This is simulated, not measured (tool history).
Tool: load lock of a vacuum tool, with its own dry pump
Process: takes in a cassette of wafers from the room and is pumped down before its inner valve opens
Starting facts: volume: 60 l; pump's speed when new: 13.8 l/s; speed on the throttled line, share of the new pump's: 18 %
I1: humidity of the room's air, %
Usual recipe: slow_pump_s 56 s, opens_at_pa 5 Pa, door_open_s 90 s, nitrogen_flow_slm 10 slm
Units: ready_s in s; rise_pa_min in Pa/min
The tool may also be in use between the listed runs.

run 1 hour=0.0 | slow_pump_s=56 opens_at_pa=5 door_open_s=90 nitrogen_flow_slm=10 | I1=44.0 | ready_s=89.6 rise_pa_min=0.029
run 2 hour=301.1 | slow_pump_s=56 opens_at_pa=5 door_open_s=90 nitrogen_flow_slm=10 | I1=44.5 | ready_s=91.5 rise_pa_min=0.031
run 3 hour=552.6 | slow_pump_s=56 opens_at_pa=5 door_open_s=90 nitrogen_flow_slm=10 | I1=45.7 | ready_s=91.8 rise_pa_min=0.043
run 4 hour=709.4 | slow_pump_s=56 opens_at_pa=4 door_open_s=90 nitrogen_flow_slm=10 | I1=46.7 | ready_s=92.5 rise_pa_min=0.041
run 5 hour=1033.9 | slow_pump_s=56 opens_at_pa=4 door_open_s=90 nitrogen_flow_slm=10 | I1=43.3 | ready_s=90.5 rise_pa_min=0.047
run 6 hour=1240.7 | slow_pump_s=56 opens_at_pa=4 door_open_s=90 nitrogen_flow_slm=10 | I1=40.9 | ready_s=92.9 rise_pa_min=0.050
run 7 hour=1556.8 | slow_pump_s=56 opens_at_pa=4 door_open_s=90 nitrogen_flow_slm=10 | I1=43.6 | ready_s=91.4 rise_pa_min=0.057
run 8 hour=1770.2 | slow_pump_s=29 opens_at_pa=5 door_open_s=90 nitrogen_flow_slm=10 | I1=45.3 | ready_s=69.5 rise_pa_min=0.061
run 9 hour=2014.8 | slow_pump_s=29 opens_at_pa=5 door_open_s=90 nitrogen_flow_slm=10 | I1=46.8 | ready_s=69.1 rise_pa_min=0.069
run 10 hour=2245.7 | slow_pump_s=29 opens_at_pa=4 door_open_s=90 nitrogen_flow_slm=10 | I1=48.1 | ready_s=70.9 rise_pa_min=0.075
run 11 hour=2469.0 | slow_pump_s=29 opens_at_pa=4 door_open_s=90 nitrogen_flow_slm=10 | I1=46.2 | ready_s=71.6 rise_pa_min=0.079
run 12 hour=2813.3 | slow_pump_s=29 opens_at_pa=4 door_open_s=90 nitrogen_flow_slm=10 | I1=46.1 | ready_s=71.3 rise_pa_min=0.083
run 13 hour=2994.6 | slow_pump_s=49 opens_at_pa=5 door_open_s=90 nitrogen_flow_slm=10 | I1=44.5 | ready_s=86.8 rise_pa_min=0.086
run 14 hour=3194.2 | slow_pump_s=49 opens_at_pa=5 door_open_s=211 nitrogen_flow_slm=10 | I1=43.4 | ready_s=86.8 rise_pa_min=0.099
run 15 hour=3374.9 | slow_pump_s=49 opens_at_pa=5 door_open_s=211 nitrogen_flow_slm=10 | I1=47.4 | ready_s=87.0 rise_pa_min=0.119
run 16 hour=3697.8 | slow_pump_s=49 opens_at_pa=5 door_open_s=211 nitrogen_flow_slm=10 | I1=46.7 | ready_s=86.3 rise_pa_min=0.116
run 17 hour=3867.9 | slow_pump_s=49 opens_at_pa=5 door_open_s=211 nitrogen_flow_slm=10 | I1=44.3 | ready_s=86.9 rise_pa_min=0.116
run 18 hour=4148.1 | slow_pump_s=49 opens_at_pa=5 door_open_s=211 nitrogen_flow_slm=10 | I1=41.5 | ready_s=87.9 rise_pa_min=0.132
run 19 hour=4391.8 | slow_pump_s=49 opens_at_pa=6 door_open_s=59 nitrogen_flow_slm=10 | I1=46.9 | ready_s=86.7 rise_pa_min=0.116
run 20 hour=4539.7 | slow_pump_s=49 opens_at_pa=6 door_open_s=59 nitrogen_flow_slm=10 | I1=43.4 | ready_s=87.4 rise_pa_min=0.120
run 21 hour=4853.1 | slow_pump_s=56 opens_at_pa=7 door_open_s=90 nitrogen_flow_slm=14 | I1=46.9 | ready_s=90.2 rise_pa_min=0.140
run 22 hour=5190.1 | slow_pump_s=56 opens_at_pa=7 door_open_s=90 nitrogen_flow_slm=25 | I1=45.0 | ready_s=92.5 rise_pa_min=0.139
run 23 hour=5444.0 | slow_pump_s=56 opens_at_pa=7 door_open_s=90 nitrogen_flow_slm=25 | I1=46.2 | ready_s=93.3 rise_pa_min=0.154
run 24 hour=5660.7 | slow_pump_s=92 opens_at_pa=4 door_open_s=193 nitrogen_flow_slm=25 | I1=45.3 | ready_s=124.1 rise_pa_min=0.161
run 25 hour=5837.4 | slow_pump_s=33 opens_at_pa=6 door_open_s=90 nitrogen_flow_slm=43 | I1=47.2 | ready_s=75.8 rise_pa_min=0.159
run 26 hour=6118.0 | slow_pump_s=37 opens_at_pa=8 door_open_s=90 nitrogen_flow_slm=5 | I1=47.2 | ready_s=75.6 rise_pa_min=0.189
run 27 hour=6265.4 | slow_pump_s=37 opens_at_pa=8 door_open_s=154 nitrogen_flow_slm=5 | I1=40.0 | ready_s=77.3 rise_pa_min=0.201
run 28 hour=6611.2 | slow_pump_s=37 opens_at_pa=8 door_open_s=154 nitrogen_flow_slm=5 | I1=45.9 | ready_s=77.8 rise_pa_min=0.217
run 29 hour=6860.8 | slow_pump_s=104 opens_at_pa=5 door_open_s=90 nitrogen_flow_slm=10 | I1=44.6 | ready_s=132.8 rise_pa_min=0.209
run 30 hour=7152.2 | slow_pump_s=104 opens_at_pa=5 door_open_s=90 nitrogen_flow_slm=10 | I1=45.8 | ready_s=133.4 rise_pa_min=0.229
run 31 hour=7482.7 | slow_pump_s=104 opens_at_pa=5 door_open_s=90 nitrogen_flow_slm=10 | I1=45.3 | ready_s=134.4 rise_pa_min=0.235
run 32 hour=7643.1 | slow_pump_s=56 opens_at_pa=7 door_open_s=90 nitrogen_flow_slm=10 | I1=43.5 | ready_s=94.2 rise_pa_min=0.243
run 33 hour=7940.8 | slow_pump_s=35 opens_at_pa=6 door_open_s=90 nitrogen_flow_slm=10 | I1=43.7 | ready_s=78.9 rise_pa_min=0.257
run 34 hour=8156.4 | slow_pump_s=90 opens_at_pa=6 door_open_s=90 nitrogen_flow_slm=10 | I1=42.1 | ready_s=121.3 rise_pa_min=0.262
run 35 hour=8465.6 | slow_pump_s=90 opens_at_pa=6 door_open_s=90 nitrogen_flow_slm=10 | I1=43.4 | ready_s=121.8 rise_pa_min=0.276
run 36 hour=8643.8 | slow_pump_s=96 opens_at_pa=5 door_open_s=90 nitrogen_flow_slm=10 | I1=46.6 | ready_s=127.7 rise_pa_min=0.283

What if the next run were any one of these 3? Each begins from the tool's condition after run 36:
run A hour=8963.2 | slow_pump_s=79 opens_at_pa=5 door_open_s=90 nitrogen_flow_slm=13 | I1=45.6 | ready_s=? rise_pa_min=?
run B hour=8963.2 | slow_pump_s=96 opens_at_pa=5 door_open_s=90 nitrogen_flow_slm=10 | I1=46.4 | ready_s=? rise_pa_min=?
run C hour=8963.2 | slow_pump_s=32 opens_at_pa=5 door_open_s=63 nitrogen_flow_slm=19 | I1=45.7 | ready_s=? rise_pa_min=?

run=A ready_s=114.1 rise_pa_min=0.297
run=B ready_s=127.1 rise_pa_min=0.295
run=C ready_s=78.5 rise_pa_min=0.288
Stripped of hidden state, with their random variation kept, the same runs would have yielded:
run=A ready_s=107.9 rise_pa_min=0.031
run=B ready_s=121.6 rise_pa_min=0.031
run=C ready_s=70.6 rise_pa_min=0.023
